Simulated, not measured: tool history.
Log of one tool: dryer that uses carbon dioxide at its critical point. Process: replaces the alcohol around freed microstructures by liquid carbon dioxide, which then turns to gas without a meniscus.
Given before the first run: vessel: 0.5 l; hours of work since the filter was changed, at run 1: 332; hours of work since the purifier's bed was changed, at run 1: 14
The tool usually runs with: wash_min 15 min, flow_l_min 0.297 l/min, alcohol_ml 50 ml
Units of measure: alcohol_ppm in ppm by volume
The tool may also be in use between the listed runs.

run,hour,wash_min,flow_l_min,alcohol_ml,hours of work since the filter was changed,hours of work since the purifier's bed was changed,alcohol_ppm
1,0.0,15,0.297,50,332,14,36
2,29.7,15,0.297,50,345,26,45
3,49.4,15,0.297,50,353,35,45
4,62.0,15,0.297,21,359,40,20
5,74.9,15,0.297,24,364,45,26
6,93.2,9,0.297,50,372,53,802
7,119.6,9,0.297,50,383,64,793
8,136.6,9,0.297,50,390,72,807
9,166.3,9,0.297,50,403,84,840
10,192.5,15,0.297,50,414,95,43
11,217.5,10,0.297,50,424,106,505
12,243.5,10,0.297,50,435,117,492
13,271.8,10,0.297,50,447,129,527
14,296.6,10,0.297,50,458,139,526
15,323.4,10,0.297,50,469,151,523
16,337.6,10,0.234,50,475,157,1717
17,349.8,10,0.234,50,480,162,1707
18,364.5,10,0.234,50,487,168,1730
19,386.6,10,0.234,50,496,177,1704
20,402.5,10,0.234,50,503,184,1768
21,426.2,10,0.234,50,513,194,1743
22,442.8,21,0.203,50,520,201,89
23,455.7,21,0.203,50,525,207,87
24,479.8,21,0.203,50,535,217,91
25,500.0,21,0.203,50,544,225,79
26,529.7,24,0.371,35,557,238,22
27,550.4,16,0.297,49,565,247,39
# hour 555.2: inlet filter changed
28,571.1,16,0.297,49,7,255,37
29,596.6,16,0.297,49,18,266,28
30,620.6,12,0.288,25,28,276,89
31,639.4,12,0.367,50,36,284,39
32,656.9,15,0.367,25,43,291,31
33,676.6,21,0.334,33,51,300,29
34,697.2,21,0.416,106,60,308,14
35,720.4,22,0.356,39,70,318,30
36,737.5,22,0.356,22,77,325,36
37,750.0,9,0.359,98,82,331,429
38,766.0,9,0.359,98,89,337,415
39,791.7,11,0.395,48,100,348,50
40,817.3,11,0.395,48,111,359,51

Predict each of these 4 candidate next runs independently; none follows another, all start after run 40:
A,843.4,17,0.192,50,122,370,?
B,843.4,22,0.299,54,122,370,?
C,843.4,11,0.271,48,122,370,?
D,843.4,11,0.228,68,122,370,?

run,alcohol_ppm
A,278
B,34
C,396
D,1345
What these runs would have given with no unlogged condition in the tool:
run,alcohol_ppm
A,222
B,9
C,328
D,1189
